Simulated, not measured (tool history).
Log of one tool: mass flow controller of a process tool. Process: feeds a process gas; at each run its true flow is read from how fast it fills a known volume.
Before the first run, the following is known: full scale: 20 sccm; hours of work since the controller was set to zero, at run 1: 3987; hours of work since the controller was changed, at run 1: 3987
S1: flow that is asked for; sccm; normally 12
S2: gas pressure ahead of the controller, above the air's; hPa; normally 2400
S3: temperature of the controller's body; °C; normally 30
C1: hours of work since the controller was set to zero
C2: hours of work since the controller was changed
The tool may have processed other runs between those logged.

Run 1, hour 0.0: usual settings; C1 3987; C2 3987. Result: true flow (%) 98.79.
Run 2, hour 228.0: usual settings; C1 4101; C2 4101. Result: true flow (%) 98.74.
Run 3, hour 709.6: usual settings but S1 13 sccm; C1 4342; C2 4342. Result: true flow (%) 98.94.
Run 4, hour 1031.4: usual settings but S2 1950 hPa; C1 4503; C2 4503. Result: true flow (%) 98.47.
Run 5, hour 1264.8: usual settings but S2 1950 hPa; C1 4619; C2 4619. Result: true flow (%) 98.54.
Run 6, hour 1684.9: usual settings but S2 1950 hPa; C1 4829; C2 4829. Result: true flow (%) 98.55.
Run 7, hour 2065.3: usual settings but S2 1950 hPa, S3 27 °C; C1 5020; C2 5020. Result: true flow (%) 98.66.
Run 8, hour 2508.7: usual settings but S2 1950 hPa, S3 33 °C; C1 5241; C2 5241. Result: true flow (%) 98.36.
Run 9, hour 2924.9: usual settings but S2 1950 hPa, S3 33 °C; C1 5449; C2 5449. Result: true flow (%) 98.46.
Run 10, hour 3312.7: usual settings; C1 5643; C2 5643. Result: true flow (%) 98.69.
Run 11, hour 3642.9: usual settings; C1 5808; C2 5808. Result: true flow (%) 98.55.
Run 12, hour 4159.0: usual settings; C1 6066; C2 6066. Result: true flow (%) 98.60.
Run 13, hour 4440.4: usual settings but S3 25 °C; C1 6207; C2 6207. Result: true flow (%) 98.71.
Run 14, hour 4685.6: usual settings but S3 25 °C; C1 6329; C2 6329. Result: true flow (%) 98.71.
Run 15, hour 5091.1: usual settings but S3 25 °C; C1 6532; C2 6532. Result: true flow (%) 98.66.
Run 16, hour 5395.6: usual settings but S1 4 sccm; C1 6684; C2 6684. Result: true flow (%) 94.89.
Run 17, hour 5783.4: usual settings but S1 4 sccm; C1 6878; C2 6878. Result: true flow (%) 94.91.
Run 18, hour 6111.5: usual settings but S1 11 sccm; C1 7042; C2 7042. Result: true flow (%) 98.36.
Run 19, hour 6605.7: usual settings; C1 7289; C2 7289. Result: true flow (%) 98.60.
Run 20, hour 6824.6: usual settings but S3 23 °C; C1 7399; C2 7399. Result: true flow (%) 98.58.
At hour 7186.3: controller's zero set anew.
Run 21, hour 7223.9: usual settings but S1 13 sccm; C1 19; C2 7598. Result: true flow (%) 98.09.
Run 22, hour 7715.5: usual settings but S3 27 °C; C1 265; C2 7844. Result: true flow (%) 97.96.
Run 23, hour 7946.4: usual settings but S3 27 °C; C1 380; C2 7959. Result: true flow (%) 98.16.
Run 24, hour 8336.4: usual settings; C1 575; C2 8154. Result: true flow (%) 98.01.
Run 25, hour 8812.1: usual settings but S3 25 °C; C1 813; C2 8392. Result: true flow (%) 97.95.
Run 26, hour 9066.0: usual settings but S3 25 °C; C1 940; C2 8519. Result: true flow (%) 97.94.
Run 27, hour 9477.7: usual settings but S1 9 sccm, S2 2480 hPa, S3 32 °C; C1 1145; C2 8725. Result: true flow (%) 96.84.
At hour 9858.6: controller's zero set anew, once more.
Run 28, hour 9957.3: usual settings but S1 3 sccm, S2 1960 hPa, S3 22 °C; C1 49; C2 8964. Result: true flow (%) 99.38.
Run 29, hour 10391.1: usual settings but S1 18 sccm, S2 2020 hPa, S3 26 °C; C1 266; C2 9181. Result: true flow (%) 101.03.
Run 30, hour 10687.4: usual settings but S1 18 sccm, S2 2020 hPa, S3 26 °C; C1 414; C2 9329. Result: true flow (%) 101.02.
Run 31, hour 11055.5: usual settings but S1 18 sccm, S2 2020 hPa, S3 26 °C; C1 598; C2 9513. Result: true flow (%) 100.92.
Run 32, hour 11439.7: usual settings but S1 15 sccm, S2 2160 hPa; C1 790; C2 9705. Result: true flow (%) 100.32.
Run 33, hour 11835.7: usual settings but S3 35 °C; C1 988; C2 9903. Result: true flow (%) 100.17.
Run 34, hour 12225.5: usual settings but S1 5 sccm; C1 1183; C2 10098. Result: true flow (%) 99.25.
Run 35, hour 12665.8: usual settings but S1 7 sccm, S2 2640 hPa, S3 26 °C; C1 1403; C2 10318. Result: true flow (%) 99.71.
Run 36, hour 13121.0: usual settings but S1 7 sccm, S2 1990 hPa, S3 38 °C; C1 1631; C2 10546. Result: true flow (%) 99.05.
Run 37, hour 13571.8: usual settings but S1 7 sccm, S2 1990 hPa, S3 38 °C; C1 1856; C2 10771. Result: true flow (%) 99.06.
Run 38, hour 14069.4: usual settings but S1 4 sccm, S2 1600 hPa, S3 37 °C; C1 2105; C2 11020. Result: true flow (%) 98.10.
Run 39, hour 14328.7: usual settings but S1 4 sccm, S2 1600 hPa, S3 37 °C; C1 2235; C2 11150. Result: true flow (%) 98.05.
Run 40, hour 14706.0: usual settings but S1 4 sccm, S2 1600 hPa, S3 37 °C; C1 2423; C2 11338. Result: true flow (%) 98.03.
Run 41, hour 15038.0: usual settings but S1 5 sccm, S3 40 °C; C1 2589; C2 11504. Result: true flow (%) 98.54.
Run 42, hour 15310.9: usual settings but S1 5 sccm, S3 40 °C; C1 2726; C2 11640. Result: true flow (%) 98.58.
Run 43, hour 15741.6: usual settings but S1 9 sccm, S2 1510 hPa, S3 22 °C; C1 2941; C2 11856. Result: true flow (%) 99.49.
Run 44, hour 16040.3: usual settings but S2 2430 hPa; C1 3090; C2 12005. Result: true flow (%) 100.21.
Run 45, hour 16446.5: usual settings but S1 6 sccm, S2 1890 hPa, S3 33 °C; C1 3293; C2 12208. Result: true flow (%) 98.45.
Run 46, hour 16668.7: usual settings but S1 11 sccm, S2 1440 hPa, S3 33 °C; C1 3404; C2 12319. Result: true flow (%) 99.60.
Run 47, hour 17064.2: usual settings but S1 2 sccm, S2 1440 hPa, S3 33 °C; C1 3602; C2 12517. Result: true flow (%) 95.18.
Run 48, hour 17529.8: usual settings but S2 1410 hPa; C1 3835; C2 12750. Result: true flow (%) 99.58.

What if the next run were any one of these 3? Each begins from the tool's condition after run 48:
At hour 17819.2: controller exchanged for a calibrated one.
Run A, hour 17925.0: usual settings but S1 13 sccm; C1 53; C2 53. Result: true flow (%) ?.
At hour 17819.2: controller exchanged for a calibrated one.
Run B, hour 17925.0: usual settings but S1 6 sccm, S2 2150 hPa; C1 53; C2 53. Result: true flow (%) ?.
At hour 17819.2: controller exchanged for a calibrated one.
Run C, hour 17925.0: usual settings but S1 9 sccm, S2 1770 hPa, S3 26 °C; C1 53; C2 53. Result: true flow (%) ?.

run  true flow (%)
  A          99.21
  B          98.58
  C          98.71
Take away the tool's hidden state, keep each run's random variation, and the runs would have read:
run  true flow (%)
  A          99.22
  B          98.63
  C          98.74

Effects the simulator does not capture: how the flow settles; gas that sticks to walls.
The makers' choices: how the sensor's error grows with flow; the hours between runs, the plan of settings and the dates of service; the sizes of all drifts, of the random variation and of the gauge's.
